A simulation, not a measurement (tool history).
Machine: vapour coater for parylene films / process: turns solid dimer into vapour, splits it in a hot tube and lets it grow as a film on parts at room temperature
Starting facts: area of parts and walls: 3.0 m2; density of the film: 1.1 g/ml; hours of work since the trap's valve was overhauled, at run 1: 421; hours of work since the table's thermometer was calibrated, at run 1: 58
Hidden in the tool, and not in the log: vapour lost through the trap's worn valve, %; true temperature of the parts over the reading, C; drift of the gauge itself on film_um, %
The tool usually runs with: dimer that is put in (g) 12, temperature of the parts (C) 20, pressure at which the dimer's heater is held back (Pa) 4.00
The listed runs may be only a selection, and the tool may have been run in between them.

run,hour,dimer that is put in (g),temperature of the parts (C),pressure at which the dimer's heater is held back (Pa),hours of work since the trap's valve was overhauled,hours of work since the table's thermometer was calibrated,thickness of the film (µm)
1,0.0,12,20,4.00,421,58,2.15
2,9.0,12,20,4.00,428,64,2.14
3,16.5,12,20,4.00,433,70,2.12
4,30.8,6,20,4.00,443,80,1.06
5,40.6,6,20,4.00,451,87,1.06
6,48.5,6,20,4.00,456,93,1.06
7,55.1,5,20,4.00,461,98,0.89
8,66.8,5,20,4.00,470,106,0.88
9,81.7,5,20,4.00,480,117,0.88
10,94.8,5,20,4.00,490,127,0.87
11,106.2,12,20,4.82,498,135,2.08
12,116.8,12,26,4.82,506,143,1.80
13,130.3,12,26,4.82,516,152,1.79
# hour 135.2: trap's valve overhauled
14,147.5,12,26,4.82,9,162,1.73
15,156.1,12,26,4.82,15,168,1.75
16,166.4,12,26,4.82,23,176,1.75
# hour 174.2: trap's valve overhauled, once more
17,176.7,9,20,4.00,2,180,1.72
18,186.3,12,20,4.00,9,187,2.31
19,193.3,12,20,4.00,14,192,2.31
20,199.7,12,20,4.00,18,197,2.29
21,209.2,12,20,4.00,25,204,2.29
22,221.6,12,20,4.00,34,213,2.27
23,230.8,12,20,4.00,41,220,2.29
24,237.8,12,13,4.00,46,225,2.73
25,251.0,12,13,4.00,56,234,2.67
26,259.3,12,13,4.00,62,240,2.69
27,269.3,5,20,4.00,69,248,0.95
28,278.9,8,18,6.40,76,255,1.51
29,290.1,12,16,2.33,84,263,2.64
30,300.9,14,20,4.14,92,271,2.62
31,311.8,5,18,5.54,100,278,0.95
32,323.3,12,32,2.85,108,287,1.78
33,331.2,12,12,6.15,114,293,2.62
34,346.3,7,23,6.15,125,304,1.16
35,356.2,18,16,5.41,132,311,3.55
36,366.6,18,16,5.41,140,318,3.61
37,380.0,19,24,5.41,149,328,3.12
38,389.2,19,15,5.41,156,335,3.86
39,400.3,19,15,5.41,164,343,3.87
40,407.3,19,15,5.41,169,348,3.88
41,421.3,17,25,7.34,179,358,2.62
42,432.1,17,31,5.69,187,366,2.32
43,442.7,8,20,2.31,195,373,1.59
44,450.3,12,22,3.07,200,379,2.20

Across each entry between runs, compare the hidden state at the last listed run before it with the hidden state at the first listed run after it:
Logged between run 13 and run 14: trap's valve overhauled (hour 135.2)
  vapour lost through the trap's worn valve, %: 9 -> 10.7
  measured less the result without the state, thickness of the film (µm): -0.17 -> -0.21
Logged between run 16 and run 17: trap's valve overhauled, once more (hour 174.2)
  vapour lost through the trap's worn valve, %: 11 -> 0.8
  measured less the result without the state, thickness of the film (µm): -0.21 -> +0.00
